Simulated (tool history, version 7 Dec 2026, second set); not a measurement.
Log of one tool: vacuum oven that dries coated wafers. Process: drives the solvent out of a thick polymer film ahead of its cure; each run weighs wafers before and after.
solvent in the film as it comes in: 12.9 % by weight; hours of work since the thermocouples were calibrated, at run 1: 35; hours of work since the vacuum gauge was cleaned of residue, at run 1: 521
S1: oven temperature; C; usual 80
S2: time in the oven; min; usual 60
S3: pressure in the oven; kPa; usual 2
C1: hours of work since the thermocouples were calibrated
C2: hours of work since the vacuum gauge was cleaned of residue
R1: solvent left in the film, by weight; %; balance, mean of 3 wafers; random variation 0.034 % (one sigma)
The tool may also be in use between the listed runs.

run 1 hour=0 | S1=80 S2=60 S3=2 | C1=35 C2=521 | R1=3.81
run 2 hour=25.4 | S1=80 S2=60 S3=2 | C1=48 C2=534 | R1=3.88
run 3 hour=59.5 | S1=80 S2=60 S3=2 | C1=64 C2=550 | R1=3.81
run 4 hour=91.7 | S1=80 S2=60 S3=2 | C1=80 C2=566 | R1=3.85
run 5 hour=140.7 | S1=80 S2=60 S3=2 | C1=104 C2=590 | R1=3.82
run 6 hour=183.7 | S1=80 S2=60 S3=2 | C1=125 C2=611 | R1=3.85
run 7 hour=212.8 | S1=80 S2=60 S3=2 | C1=139 C2=625 | R1=3.83
run 8 hour=248 | S1=80 S2=60 S3=2 | C1=156 C2=642 | R1=3.91
run 9 hour=268.6 | S1=80 S2=60 S3=2 | C1=166 C2=652 | R1=3.86
run 10 hour=302.3 | S1=80 S2=60 S3=2 | C1=182 C2=668 | R1=3.95
run 11 hour=335.6 | S1=80 S2=60 S3=2 | C1=198 C2=684 | R1=3.84
run 12 hour=358.4 | S1=83 S2=60 S3=2 | C1=210 C2=696 | R1=3.35
run 13 hour=399.3 | S1=83 S2=66 S3=2 | C1=229 C2=715 | R1=3.1
run 14 hour=425 | S1=83 S2=66 S3=2 | C1=242 C2=728 | R1=3.1
run 15 hour=445.5 | S1=83 S2=66 S3=2 | C1=252 C2=738 | R1=3.1
run 16 hour=482 | S1=65 S2=66 S3=2 | C1=270 C2=756 | R1=6.88
run 17 hour=523.1 | S1=65 S2=66 S3=2 | C1=290 C2=776 | R1=6.9
run 18 hour=568.8 | S1=86 S2=60 S3=3.69 | C1=312 C2=798 | R1=4.04
run 19 hour=591 | S1=86 S2=60 S3=3.69 | C1=323 C2=809 | R1=4.11
run 20 hour=613.3 | S1=90 S2=46 S3=7.56 | C1=334 C2=820 | R1=6.3
run 21 hour=640.7 | S1=90 S2=46 S3=7.56 | C1=347 C2=833 | R1=6.32
run 22 hour=667.5 | S1=77 S2=60 S3=3.14 | C1=360 C2=846 | R1=5.55
-- hour=671.6 oven's thermocouples calibrated
run 23 hour=691.9 | S1=77 S2=60 S3=3.14 | C1=10 C2=857 | R1=5.68
run 24 hour=735.4 | S1=77 S2=60 S3=3.14 | C1=31 C2=878 | R1=5.65
run 25 hour=771.6 | S1=77 S2=60 S3=3.14 | C1=49 C2=896 | R1=5.77
run 26 hour=792 | S1=75 S2=60 S3=7.99 | C1=59 C2=905 | R1=10.98
run 27 hour=824.9 | S1=92 S2=106 S3=2 | C1=75 C2=921 | R1=1.53
run 28 hour=870.3 | S1=92 S2=106 S3=2 | C1=97 C2=944 | R1=1.57
run 29 hour=892.7 | S1=92 S2=106 S3=2.57 | C1=108 C2=954 | R1=1.95
run 30 hour=913.3 | S1=68 S2=90 S3=2.13 | C1=118 C2=964 | R1=5.7
run 31 hour=934.1 | S1=68 S2=90 S3=2.13 | C1=128 C2=975 | R1=5.77
-- hour=966.3 oven's thermocouples calibrated, once more
run 32 hour=980.6 | S1=80 S2=63 S3=3.01 | C1=7 C2=996 | R1=4.61
run 33 hour=1026.3 | S1=80 S2=63 S3=3.01 | C1=29 C2=1018 | R1=4.59

Forecast each of these 5 alternatives for the next run:
run A hour=1068.5 | S1=80 S2=63 S3=1.96 | C1=50 C2=1039 | R1=?
run B hour=1068.5 | S1=80 S2=102 S3=1.7 | C1=50 C2=1039 | R1=?
run C hour=1068.5 | S1=68 S2=69 S3=4.37 | C1=50 C2=1039 | R1=?
run D hour=1068.5 | S1=83 S2=80 S3=5.66 | C1=50 C2=1039 | R1=?
run E hour=1068.5 | S1=80 S2=60 S3=1.26 | C1=50 C2=1039 | R1=?

run=A R1=3.75
run=B R1=2.47
run=C R1=8.83
run=D R1=5.76
run=E R1=3.29
Without the tool's hidden state the same runs would have given:
run=A R1=3.52
run=B R1=2.22
run=C R1=8.51
run=D R1=5.54
run=E R1=3.06
